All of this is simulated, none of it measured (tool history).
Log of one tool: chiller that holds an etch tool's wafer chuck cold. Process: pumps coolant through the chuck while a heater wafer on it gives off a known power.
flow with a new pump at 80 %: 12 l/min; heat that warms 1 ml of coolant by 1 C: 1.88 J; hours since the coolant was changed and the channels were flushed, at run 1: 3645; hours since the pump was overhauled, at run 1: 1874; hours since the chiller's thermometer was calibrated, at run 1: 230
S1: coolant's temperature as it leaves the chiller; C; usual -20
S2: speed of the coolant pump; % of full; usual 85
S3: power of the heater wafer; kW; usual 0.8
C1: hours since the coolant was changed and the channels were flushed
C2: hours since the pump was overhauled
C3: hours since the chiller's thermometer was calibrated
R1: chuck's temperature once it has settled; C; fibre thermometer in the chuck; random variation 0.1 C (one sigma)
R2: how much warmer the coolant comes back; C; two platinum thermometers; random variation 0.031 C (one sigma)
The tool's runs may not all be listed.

run 1 hour=0 | S1=-20 S2=85 S3=0.8 | C1=3645 C2=1874 C3=230 | R1=-10.6 R2=1.96
run 2 hour=85.1 | S1=-20 S2=85 S3=0.8 | C1=3730 C2=1959 C3=316 | R1=-10.5 R2=2.04
run 3 hour=146.8 | S1=-20 S2=85 S3=0.8 | C1=3792 C2=2020 C3=377 | R1=-10.5 R2=2.06
run 4 hour=186.3 | S1=-20 S2=85 S3=0.8 | C1=3832 C2=2060 C3=417 | R1=-10.4 R2=2.01
run 5 hour=240 | S1=-20 S2=85 S3=0.8 | C1=3885 C2=2114 C3=470 | R1=-10.5 R2=2.06
run 6 hour=280.9 | S1=-14 S2=85 S3=0.8 | C1=3926 C2=2155 C3=511 | R1=-4.6 R2=2.03
run 7 hour=347.5 | S1=-14 S2=85 S3=0.8 | C1=3993 C2=2221 C3=578 | R1=-4.6 R2=2.09
run 8 hour=391.4 | S1=-14 S2=85 S3=0.8 | C1=4037 C2=2265 C3=622 | R1=-4.6 R2=2.09
run 9 hour=427.4 | S1=-12 S2=85 S3=0.8 | C1=4073 C2=2301 C3=658 | R1=-2.3 R2=2.09
run 10 hour=483.5 | S1=-12 S2=85 S3=0.8 | C1=4129 C2=2357 C3=714 | R1=-2.5 R2=2.08
run 11 hour=546.1 | S1=-20 S2=85 S3=0.8 | C1=4191 C2=2420 C3=777 | R1=-10.4 R2=2.14
run 12 hour=611.8 | S1=-20 S2=85 S3=0.66 | C1=4257 C2=2485 C3=842 | R1=-12.2 R2=1.9
run 13 hour=672.9 | S1=-29 S2=67 S3=0.909 | C1=4318 C2=2546 C3=903 | R1=-16.1 R2=3.03
run 14 hour=721.8 | S1=-25 S2=67 S3=0.909 | C1=4367 C2=2595 C3=952 | R1=-12 R2=3.08
run 15 hour=775.9 | S1=-18 S2=94 S3=0.83 | C1=4421 C2=2649 C3=1006 | R1=-8.8 R2=2.08
run 16 hour=853.4 | S1=-20 S2=94 S3=0.517 | C1=4499 C2=2727 C3=1084 | R1=-14.4 R2=1.39
run 17 hour=900.7 | S1=-24 S2=85 S3=0.599 | C1=4546 C2=2774 C3=1131 | R1=-17.1 R2=1.75
-- hour=924.1 coolant changed, channels flushed
run 18 hour=957 | S1=-23 S2=91 S3=0.736 | C1=33 C2=2825 C3=1181 | R1=-14.9 R2=1.98
run 19 hour=1043.7 | S1=-23 S2=91 S3=0.736 | C1=120 C2=2911 C3=1268 | R1=-14.6 R2=1.98
run 20 hour=1115.4 | S1=-20 S2=76 S3=0.531 | C1=191 C2=2983 C3=1340 | R1=-13.1 R2=1.82
run 21 hour=1203.3 | S1=-23 S2=76 S3=0.531 | C1=279 C2=3071 C3=1428 | R1=-16.1 R2=1.82
run 22 hour=1247.5 | S1=-23 S2=61 S3=1.087 | C1=323 C2=3115 C3=1472 | R1=-6.3 R2=4.1
run 23 hour=1286 | S1=-26 S2=70 S3=0.627 | C1=362 C2=3154 C3=1510 | R1=-17.3 R2=2.23

Hidden state or all else? Some run-to-run changes of R2, split into what the settings, what came in and random variation would give without the hidden state, and what is left for the hidden state (with any gauge scatter that isn't in both results):
The hidden state here: heat passed by the chuck's channels, % of clean ones'; flow at a given pump speed, % of a new pump's; coolant's true temperature over the reading, C; drift of the gauge itself on chuck_c, C; drift of the gauge itself on warmer_back_c, C.
Run 1 -> 2: no setting changed, nothing entered. R2 +0.08 C: hidden state +0.02, all else +0.06.
Run 18 -> 19: no setting changed, nothing entered. R2 +0 C: hidden state +0.03, all else -0.03.
Run 21 -> 22: S2 76 -> 61, S3 0.531 -> 1.087. R2 +2.28 C: hidden state +0.02, all else +2.26.
Run 22 -> 23: S1 -23 -> -26, S2 61 -> 70, S3 1.087 -> 0.627. R2 -1.87 C: hidden state +0.01, all else -1.88.
